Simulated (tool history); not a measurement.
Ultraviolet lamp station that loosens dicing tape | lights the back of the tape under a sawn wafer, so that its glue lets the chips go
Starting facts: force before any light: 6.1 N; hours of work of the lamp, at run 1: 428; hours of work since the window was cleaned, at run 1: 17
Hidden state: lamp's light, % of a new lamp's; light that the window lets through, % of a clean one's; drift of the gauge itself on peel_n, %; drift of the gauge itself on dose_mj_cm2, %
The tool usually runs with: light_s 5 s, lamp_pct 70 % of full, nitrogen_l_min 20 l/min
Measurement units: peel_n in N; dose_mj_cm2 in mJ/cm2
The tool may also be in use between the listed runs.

run   hour  light_s  lamp_pct  nitrogen_l_min  hours of work of the lamp  hours of work since the window was cleaned  peel_n  dose_mj_cm2
  1    0.0        5        70              20                        428                                          17   0.846          481
  2   37.0        5        70              20                        455                                          44   0.814          477
  3   82.0        5        70              20                        488                                          77   0.821          479
  4  134.2        5        70              20                        525                                         115   0.809          480
  5  158.8        5        70              20                        543                                         133   0.815          472
  6  200.5        5        70              14                        574                                         163   1.034          488
  7  243.5        5        70              14                        605                                         194   1.036          477
     252.7  -- window cleaned of glue's vapour
  8  286.7        5        72              14                        636                                          25   0.996          497
  9  336.1        5        62              20                        672                                          61   1.002          430
 10  372.2        5        99              20                        698                                          87   0.443          676
 11  432.5        5        62               7                        742                                         131   1.765          420
 12  467.0        6        77              35                        767                                         156   0.331          630
 13  512.0        5        67              21                        800                                         188   0.884          461
     530.2  -- window cleaned of glue's vapour
 14  572.5        2        83              14                        843                                          31   2.504          229
 15  605.0        6        71              14                        867                                          54   0.718          577
 16  642.2        2        70              20                        894                                          81   2.507          188

Hidden state at the last listed run before each entry between runs and at the first one after, where it differs:
From run 7 to run 8: window cleaned of glue's vapour (hour 252.7)
  light that the window lets through, % of a clean one's: 99.9 -> 100
From run 13 to run 14: window cleaned of glue's vapour (hour 530.2)
  light that the window lets through, % of a clean one's: 99.9 -> 100
